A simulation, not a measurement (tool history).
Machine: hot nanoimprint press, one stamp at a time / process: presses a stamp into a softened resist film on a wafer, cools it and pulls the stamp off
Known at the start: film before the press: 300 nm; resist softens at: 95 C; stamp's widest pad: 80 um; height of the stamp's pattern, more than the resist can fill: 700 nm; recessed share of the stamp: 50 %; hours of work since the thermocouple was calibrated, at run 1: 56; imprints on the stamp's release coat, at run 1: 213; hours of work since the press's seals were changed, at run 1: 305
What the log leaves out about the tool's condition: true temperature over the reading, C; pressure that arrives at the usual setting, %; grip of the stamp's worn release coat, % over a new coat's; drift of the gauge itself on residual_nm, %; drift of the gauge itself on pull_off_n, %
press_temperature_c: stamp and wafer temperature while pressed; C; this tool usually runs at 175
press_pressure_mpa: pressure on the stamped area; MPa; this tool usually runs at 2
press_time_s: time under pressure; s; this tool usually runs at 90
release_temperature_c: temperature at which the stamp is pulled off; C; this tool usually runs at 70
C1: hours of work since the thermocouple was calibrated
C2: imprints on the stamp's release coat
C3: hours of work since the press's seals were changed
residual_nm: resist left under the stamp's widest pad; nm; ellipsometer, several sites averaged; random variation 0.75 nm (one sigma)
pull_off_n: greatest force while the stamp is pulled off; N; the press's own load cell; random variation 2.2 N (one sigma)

run 1 day=0 | press_temperature_c=175 press_pressure_mpa=2 press_time_s=90 release_temperature_c=70 | C1=56 C2=213 C3=305 | residual_nm=108.4 pull_off_n=106
run 2 day=0.525 | press_temperature_c=175 press_pressure_mpa=2 press_time_s=90 release_temperature_c=77 | C1=63 C2=260 C3=313 | residual_nm=107.9 pull_off_n=87
run 3 day=1.033 | press_temperature_c=175 press_pressure_mpa=2 press_time_s=90 release_temperature_c=70 | C1=71 C2=306 C3=320 | residual_nm=108 pull_off_n=109
run 4 day=1.354 | press_temperature_c=175 press_pressure_mpa=2 press_time_s=90 release_temperature_c=65 | C1=76 C2=334 C3=325 | residual_nm=108 pull_off_n=114
run 5 day=1.812 | press_temperature_c=166 press_pressure_mpa=2 press_time_s=90 release_temperature_c=70 | C1=83 C2=375 C3=332 | residual_nm=152.7 pull_off_n=106
run 6 day=2.392 | press_temperature_c=175 press_pressure_mpa=2 press_time_s=90 release_temperature_c=67 | C1=91 C2=427 C3=341 | residual_nm=106.3 pull_off_n=121
run 7 day=2.708 | press_temperature_c=175 press_pressure_mpa=2 press_time_s=90 release_temperature_c=67 | C1=96 C2=455 C3=345 | residual_nm=107.4 pull_off_n=117
run 8 day=3.442 | press_temperature_c=175 press_pressure_mpa=2 press_time_s=90 release_temperature_c=67 | C1=107 C2=521 C3=356 | residual_nm=107.7 pull_off_n=119
run 9 day=4.008 | press_temperature_c=175 press_pressure_mpa=2 press_time_s=90 release_temperature_c=67 | C1=115 C2=571 C3=365 | residual_nm=106.6 pull_off_n=120
run 10 day=4.725 | press_temperature_c=175 press_pressure_mpa=2 press_time_s=90 release_temperature_c=67 | C1=126 C2=635 C3=375 | residual_nm=108.9 pull_off_n=117
run 11 day=5.438 | press_temperature_c=175 press_pressure_mpa=2 press_time_s=90 release_temperature_c=67 | C1=137 C2=699 C3=386 | residual_nm=107.8 pull_off_n=121
run 12 day=6.071 | press_temperature_c=175 press_pressure_mpa=2 press_time_s=90 release_temperature_c=70 | C1=146 C2=756 C3=396 | residual_nm=106.7 pull_off_n=116
run 13 day=6.429 | press_temperature_c=175 press_pressure_mpa=2 press_time_s=90 release_temperature_c=70 | C1=151 C2=788 C3=401 | residual_nm=107.7 pull_off_n=115
run 14 day=7.104 | press_temperature_c=175 press_pressure_mpa=2 press_time_s=90 release_temperature_c=70 | C1=161 C2=848 C3=411 | residual_nm=108.2 pull_off_n=118
run 15 day=7.783 | press_temperature_c=175 press_pressure_mpa=2 press_time_s=90 release_temperature_c=70 | C1=172 C2=909 C3=421 | residual_nm=107 pull_off_n=117
run 16 day=8.133 | press_temperature_c=179 press_pressure_mpa=1.32 press_time_s=50 release_temperature_c=74 | C1=177 C2=940 C3=426 | residual_nm=142.5 pull_off_n=107
run 17 day=8.867 | press_temperature_c=179 press_pressure_mpa=1.32 press_time_s=50 release_temperature_c=74 | C1=188 C2=1005 C3=437 | residual_nm=142 pull_off_n=108
run 18 day=9.271 | press_temperature_c=173 press_pressure_mpa=1.51 press_time_s=163 release_temperature_c=70 | C1=194 C2=1041 C3=443 | residual_nm=111.5 pull_off_n=121
run 19 day=9.679 | press_temperature_c=173 press_pressure_mpa=2.89 press_time_s=172 release_temperature_c=70 | C1=200 C2=1078 C3=449 | residual_nm=74.2 pull_off_n=119
-- day=9.854 plate thermocouple calibrated
run 20 day=10.208 | press_temperature_c=175 press_pressure_mpa=1.33 press_time_s=90 release_temperature_c=73 | C1=5 C2=1114 C3=455 | residual_nm=133.9 pull_off_n=112
run 21 day=10.562 | press_temperature_c=175 press_pressure_mpa=2.88 press_time_s=90 release_temperature_c=71 | C1=11 C2=1146 C3=461 | residual_nm=87.4 pull_off_n=123
run 22 day=11.138 | press_temperature_c=175 press_pressure_mpa=2 press_time_s=70 release_temperature_c=70 | C1=19 C2=1197 C3=469 | residual_nm=117.6 pull_off_n=123
run 23 day=11.458 | press_temperature_c=175 press_pressure_mpa=2 press_time_s=70 release_temperature_c=70 | C1=24 C2=1226 C3=474 | residual_nm=117 pull_off_n=127
run 24 day=11.821 | press_temperature_c=182 press_pressure_mpa=3.01 press_time_s=58 release_temperature_c=67 | C1=29 C2=1258 C3=479 | residual_nm=75.7 pull_off_n=134
run 25 day=12.504 | press_temperature_c=175 press_pressure_mpa=2 press_time_s=90 release_temperature_c=62 | C1=40 C2=1319 C3=490 | residual_nm=105.1 pull_off_n=153
-- day=13.067 plate thermocouple calibrated, once more
run 26 day=13.392 | press_temperature_c=175 press_pressure_mpa=2.15 press_time_s=90 release_temperature_c=62 | C1=5 C2=1387 C3=501 | residual_nm=104.5 pull_off_n=156
run 27 day=14.079 | press_temperature_c=175 press_pressure_mpa=2 press_time_s=64 release_temperature_c=70 | C1=15 C2=1449 C3=511 | residual_nm=121.9 pull_off_n=128
run 28 day=14.421 | press_temperature_c=175 press_pressure_mpa=2 press_time_s=90 release_temperature_c=66 | C1=20 C2=1479 C3=516 | residual_nm=108.1 pull_off_n=142
run 29 day=14.779 | press_temperature_c=177 press_pressure_mpa=2 press_time_s=90 release_temperature_c=76 | C1=26 C2=1511 C3=522 | residual_nm=100.5 pull_off_n=114

Consider 3 possible next runs. They are alternatives, not a sequence: every one starts from the tool as it was left by run 29. What does each give?
run A day=15.188 | press_temperature_c=182 press_pressure_mpa=2.09 press_time_s=90 release_temperature_c=72 | C1=32 C2=1548 C3=528 | residual_nm=? pull_off_n=?
run B day=15.188 | press_temperature_c=173 press_pressure_mpa=2.91 press_time_s=90 release_temperature_c=72 | C1=32 C2=1548 C3=528 | residual_nm=? pull_off_n=?
run C day=15.188 | press_temperature_c=180 press_pressure_mpa=2 press_time_s=90 release_temperature_c=59 | C1=32 C2=1548 C3=528 | residual_nm=? pull_off_n=?

run=A residual_nm=82.7 pull_off_n=125
run=B residual_nm=93.9 pull_off_n=129
run=C residual_nm=90.6 pull_off_n=168
What these runs would have given with no unlogged condition in the tool:
run=A residual_nm=81.1 pull_off_n=94
run=B residual_nm=91.3 pull_off_n=97
run=C residual_nm=89 pull_off_n=126
